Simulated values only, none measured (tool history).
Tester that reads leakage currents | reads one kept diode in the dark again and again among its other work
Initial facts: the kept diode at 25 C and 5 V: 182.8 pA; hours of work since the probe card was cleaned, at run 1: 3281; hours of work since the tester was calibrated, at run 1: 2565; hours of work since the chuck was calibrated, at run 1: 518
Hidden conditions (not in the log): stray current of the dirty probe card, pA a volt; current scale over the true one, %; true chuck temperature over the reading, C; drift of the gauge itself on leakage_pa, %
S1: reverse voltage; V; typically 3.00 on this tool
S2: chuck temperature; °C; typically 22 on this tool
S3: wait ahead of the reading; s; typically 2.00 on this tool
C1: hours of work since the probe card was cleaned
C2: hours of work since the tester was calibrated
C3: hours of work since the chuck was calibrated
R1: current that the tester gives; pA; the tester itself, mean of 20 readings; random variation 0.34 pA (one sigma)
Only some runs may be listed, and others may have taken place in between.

| run | hour | S1 | S2 | S3 | C1 | C2 | C3 | R1 |
|---|---|---|---|---|---|---|---|---|
| 1 | 0.0 | 3.00 | 22 | 2.00 | 3281 | 2565 | 518 | 103.05 |
| 2 | 104.5 | 3.00 | 22 | 2.00 | 3341 | 2625 | 578 | 102.73 |
| 3 | 216.0 | 3.00 | 22 | 2.00 | 3405 | 2689 | 642 | 100.87 |
| 4 | 308.6 | 3.00 | 51 | 2.00 | 3458 | 2742 | 695 | 1302.40 |
| 5 | 428.4 | 3.00 | 58 | 2.00 | 3527 | 2811 | 764 | 2254.96 |
|  | 441.0 | chuck's temperature calibrated |
| 6 | 612.3 | 3.00 | 22 | 2.00 | 3631 | 2915 | 98 | 112.29 |
| 7 | 704.6 | 3.00 | 22 | 2.00 | 3684 | 2968 | 151 | 110.45 |
| 8 | 871.5 | 3.00 | 22 | 2.00 | 3780 | 3063 | 247 | 109.21 |
| 9 | 960.3 | 3.00 | 22 | 2.00 | 3831 | 3114 | 298 | 108.44 |
| 10 | 1123.4 | 3.00 | 22 | 2.00 | 3924 | 3208 | 391 | 106.07 |
|  | 1223.0 | probe card cleaned and baked |
| 11 | 1262.4 | 3.00 | 22 | 2.00 | 23 | 3286 | 469 | 100.84 |
| 12 | 1444.8 | 3.00 | 22 | 2.00 | 127 | 3390 | 574 | 98.93 |
| 13 | 1629.2 | 3.00 | 22 | 2.00 | 233 | 3496 | 679 | 96.98 |
| 14 | 1777.0 | 3.00 | 22 | 2.00 | 317 | 3581 | 764 | 95.26 |
|  | 1790.7 | chuck's temperature calibrated |
| 15 | 1966.1 | 3.00 | 22 | 2.00 | 425 | 3688 | 101 | 111.95 |
| 16 | 2117.4 | 6.81 | 37 | 1.21 | 511 | 3775 | 187 | 617.22 |
| 17 | 2300.1 | 9.78 | 58 | 5.40 | 616 | 3879 | 292 | 3997.89 |
| 18 | 2433.4 | 9.78 | 58 | 5.40 | 693 | 3956 | 368 | 3931.15 |
| 19 | 2540.4 | 8.53 | 48 | 5.40 | 754 | 4017 | 430 | 1651.24 |
| 20 | 2637.2 | 4.27 | 56 | 2.00 | 809 | 4072 | 485 | 2341.52 |
| 21 | 2783.0 | 4.27 | 56 | 2.00 | 893 | 4156 | 569 | 2322.45 |
| 22 | 2902.4 | 16.78 | 56 | 1.26 | 961 | 4224 | 637 | 4021.20 |
| 23 | 3073.9 | 3.00 | 35 | 2.00 | 1060 | 4323 | 735 | 332.88 |
|  | 3143.4 | chuck's temperature calibrated |
| 24 | 3177.9 | 6.33 | 53 | 5.53 | 1118 | 4381 | 20 | 2348.31 |
| 25 | 3331.5 | 6.33 | 53 | 5.53 | 1206 | 4469 | 108 | 2318.83 |
| 26 | 3423.6 | 8.46 | 20 | 2.00 | 1259 | 4522 | 161 | 141.10 |
| 27 | 3539.4 | 3.00 | 22 | 3.12 | 1325 | 4588 | 227 | 108.72 |
| 28 | 3660.5 | 3.00 | 39 | 5.74 | 1395 | 4658 | 296 | 512.48 |
|  | 3739.5 | tester calibrated |
| 29 | 3751.5 | 2.88 | 43 | 1.80 | 1446 | 7 | 347 | 696.27 |
| 30 | 3889.6 | 7.68 | 38 | 0.39 | 1525 | 86 | 427 | 666.69 |

Below, some changes in R1 between adjacent runs. For each, the amount present without the hidden state too (settings, incoming material, random variation) and the amount remaining for the hidden state with gauge scatter not shared by both compared results:
Run 5 -> 6: S2 58 -> 22, chuck's temperature calibrated. R1 -2142.67 pA: hidden state +270.12, all else -2412.79.
Run 16 -> 17: S1 6.81 -> 9.78, S2 37 -> 58, S3 1.21 -> 5.40. R1 +3380.67 pA: hidden state -109.17, all else +3489.84.
Run 18 -> 19: S1 9.78 -> 8.53, S2 58 -> 48. R1 -2279.91 pA: hidden state +71.88, all else -2351.79.
Run 21 -> 22: S1 4.27 -> 16.78, S3 2.00 -> 1.26. R1 +1698.75 pA: hidden state -173.93, all else +1872.68.
Run 22 -> 23: S1 16.78 -> 3.00, S2 56 -> 35, S3 1.26 -> 2.00. R1 -3688.32 pA: hidden state +313.56, all else -4001.88.
